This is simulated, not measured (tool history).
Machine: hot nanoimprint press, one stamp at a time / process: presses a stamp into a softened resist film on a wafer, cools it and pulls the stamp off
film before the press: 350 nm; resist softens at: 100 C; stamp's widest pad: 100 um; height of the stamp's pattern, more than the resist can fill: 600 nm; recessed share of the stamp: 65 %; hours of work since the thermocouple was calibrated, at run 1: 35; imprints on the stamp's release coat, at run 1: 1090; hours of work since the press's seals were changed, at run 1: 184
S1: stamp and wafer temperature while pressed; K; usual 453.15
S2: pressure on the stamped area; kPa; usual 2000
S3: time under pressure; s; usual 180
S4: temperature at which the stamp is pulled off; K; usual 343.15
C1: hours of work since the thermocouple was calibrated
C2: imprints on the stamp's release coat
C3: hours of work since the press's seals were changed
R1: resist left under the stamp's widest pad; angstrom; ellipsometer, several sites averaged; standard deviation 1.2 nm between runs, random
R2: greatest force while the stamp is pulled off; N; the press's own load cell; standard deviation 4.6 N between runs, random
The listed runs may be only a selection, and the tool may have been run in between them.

{"run": 1, "hour": 0.0, "S1": 453.15, "S2": 2000, "S3": 180, "S4": 343.15, "C1": 35, "C2": 1090, "C3": 184, "R1": 1842, "R2": 242}
{"run": 2, "hour": 8.2, "S1": 453.15, "S2": 2000, "S3": 180, "S4": 343.15, "C1": 40, "C2": 1107, "C3": 189, "R1": 1821, "R2": 245}
{"run": 3, "hour": 18.1, "S1": 453.15, "S2": 2000, "S3": 180, "S4": 343.15, "C1": 46, "C2": 1127, "C3": 195, "R1": 1835, "R2": 253}
{"run": 4, "hour": 31.0, "S1": 453.15, "S2": 2000, "S3": 180, "S4": 343.15, "C1": 53, "C2": 1153, "C3": 202, "R1": 1829, "R2": 252}
{"run": 5, "hour": 45.3, "S1": 453.15, "S2": 2000, "S3": 180, "S4": 343.15, "C1": 62, "C2": 1182, "C3": 211, "R1": 1836, "R2": 252}
{"run": 6, "hour": 56.0, "S1": 453.15, "S2": 2000, "S3": 180, "S4": 343.15, "C1": 69, "C2": 1204, "C3": 217, "R1": 1844, "R2": 244}
{"run": 7, "hour": 65.9, "S1": 453.15, "S2": 2000, "S3": 180, "S4": 343.15, "C1": 75, "C2": 1224, "C3": 223, "R1": 1799, "R2": 248}
{"run": 8, "hour": 83.2, "S1": 453.15, "S2": 2000, "S3": 180, "S4": 343.15, "C1": 85, "C2": 1259, "C3": 234, "R1": 1826, "R2": 256}
{"run": 9, "hour": 100.8, "S1": 453.15, "S2": 2000, "S3": 153, "S4": 343.15, "C1": 95, "C2": 1295, "C3": 244, "R1": 1927, "R2": 253}
{"run": 10, "hour": 118.5, "S1": 453.15, "S2": 2000, "S3": 153, "S4": 343.15, "C1": 106, "C2": 1331, "C3": 255, "R1": 1925, "R2": 251}
{"run": 11, "hour": 132.9, "S1": 453.15, "S2": 2000, "S3": 153, "S4": 343.15, "C1": 115, "C2": 1360, "C3": 264, "R1": 1939, "R2": 256}
{"run": 12, "hour": 147.5, "S1": 453.15, "S2": 2000, "S3": 180, "S4": 345.15, "C1": 124, "C2": 1390, "C3": 272, "R1": 1813, "R2": 251}
{"hour": 152.0, "done": "plate thermocouple calibrated"}
{"run": 13, "hour": 166.1, "S1": 453.15, "S2": 2000, "S3": 180, "S4": 345.15, "C1": 9, "C2": 1422, "C3": 282, "R1": 1816, "R2": 245}
{"run": 14, "hour": 177.9, "S1": 453.15, "S2": 2000, "S3": 180, "S4": 345.15, "C1": 16, "C2": 1446, "C3": 289, "R1": 1837, "R2": 249}
{"hour": 190.1, "done": "stamp cleaned and given a new release coat"}
{"run": 15, "hour": 193.5, "S1": 453.15, "S2": 2000, "S3": 180, "S4": 345.15, "C1": 21, "C2": 7, "C3": 295, "R1": 1793, "R2": 221}
{"run": 16, "hour": 201.5, "S1": 453.15, "S2": 2000, "S3": 180, "S4": 345.15, "C1": 26, "C2": 23, "C3": 299, "R1": 1834, "R2": 211}
{"run": 17, "hour": 211.5, "S1": 453.15, "S2": 1220, "S3": 180, "S4": 345.15, "C1": 32, "C2": 44, "C3": 305, "R1": 2151, "R2": 211}
{"hour": 220.2, "done": "plate thermocouple calibrated, once more"}
{"run": 18, "hour": 230.7, "S1": 453.15, "S2": 1220, "S3": 180, "S4": 345.15, "C1": 6, "C2": 77, "C3": 315, "R1": 2175, "R2": 213}
{"run": 19, "hour": 242.8, "S1": 453.15, "S2": 2000, "S3": 180, "S4": 342.15, "C1": 14, "C2": 101, "C3": 323, "R1": 1824, "R2": 230}
{"run": 20, "hour": 255.6, "S1": 453.15, "S2": 2000, "S3": 180, "S4": 342.15, "C1": 21, "C2": 127, "C3": 330, "R1": 1850, "R2": 227}
{"run": 21, "hour": 268.0, "S1": 450.15, "S2": 2000, "S3": 180, "S4": 350.15, "C1": 29, "C2": 153, "C3": 338, "R1": 2104, "R2": 192}
{"run": 22, "hour": 282.2, "S1": 450.15, "S2": 2000, "S3": 102, "S4": 350.15, "C1": 37, "C2": 181, "C3": 346, "R1": 2446, "R2": 197}
{"run": 23, "hour": 296.4, "S1": 450.15, "S2": 2000, "S3": 172, "S4": 339.15, "C1": 46, "C2": 210, "C3": 355, "R1": 2133, "R2": 241}
{"run": 24, "hour": 306.3, "S1": 450.15, "S2": 2000, "S3": 172, "S4": 339.15, "C1": 52, "C2": 231, "C3": 361, "R1": 2138, "R2": 240}
{"run": 25, "hour": 325.5, "S1": 450.15, "S2": 2000, "S3": 172, "S4": 339.15, "C1": 63, "C2": 269, "C3": 372, "R1": 2115, "R2": 248}
{"run": 26, "hour": 337.8, "S1": 448.15, "S2": 1230, "S3": 137, "S4": 343.15, "C1": 71, "C2": 294, "C3": 380, "R1": 2739, "R2": 226}
{"run": 27, "hour": 356.3, "S1": 451.15, "S2": 1700, "S3": 219, "S4": 342.15, "C1": 82, "C2": 332, "C3": 391, "R1": 1981, "R2": 237}
{"run": 28, "hour": 372.9, "S1": 451.15, "S2": 1670, "S3": 197, "S4": 342.15, "C1": 92, "C2": 366, "C3": 401, "R1": 2045, "R2": 235}
{"run": 29, "hour": 388.9, "S1": 464.15, "S2": 1230, "S3": 168, "S4": 341.15, "C1": 102, "C2": 399, "C3": 410, "R1": 1363, "R2": 230}

Consider 5 possible next runs. They are alternatives, not a sequence: every one starts from the tool as it was left by run 29. What does each give?
{"run": "A", "hour": 405.0, "S1": 458.15, "S2": 2640, "S3": 168, "S4": 341.15, "C1": 111, "C2": 431, "C3": 420, "R1": "?", "R2": "?"}
{"run": "B", "hour": 405.0, "S1": 464.15, "S2": 1230, "S3": 325, "S4": 338.15, "C1": 111, "C2": 431, "C3": 420, "R1": "?", "R2": "?"}
{"run": "C", "hour": 405.0, "S1": 450.15, "S2": 1650, "S3": 180, "S4": 329.15, "C1": 111, "C2": 431, "C3": 420, "R1": "?", "R2": "?"}
{"run": "D", "hour": 405.0, "S1": 459.15, "S2": 1230, "S3": 319, "S4": 341.15, "C1": 111, "C2": 431, "C3": 420, "R1": "?", "R2": "?"}
{"run": "E", "hour": 405.0, "S1": 453.15, "S2": 2280, "S3": 180, "S4": 333.15, "C1": 111, "C2": 431, "C3": 420, "R1": "?", "R2": "?"}

run=A R1=1323 R2=240
run=B R1=1016 R2=255
run=C R1=2223 R2=292
run=D R1=1312 R2=235
run=E R1=1736 R2=280
Take away the tool's hidden state, keep each run's random variation, and the runs would have read:
run=A R1=1324 R2=232
run=B R1=1024 R2=245
run=C R1=2235 R2=282
run=D R1=1323 R2=227
run=E R1=1742 R2=270
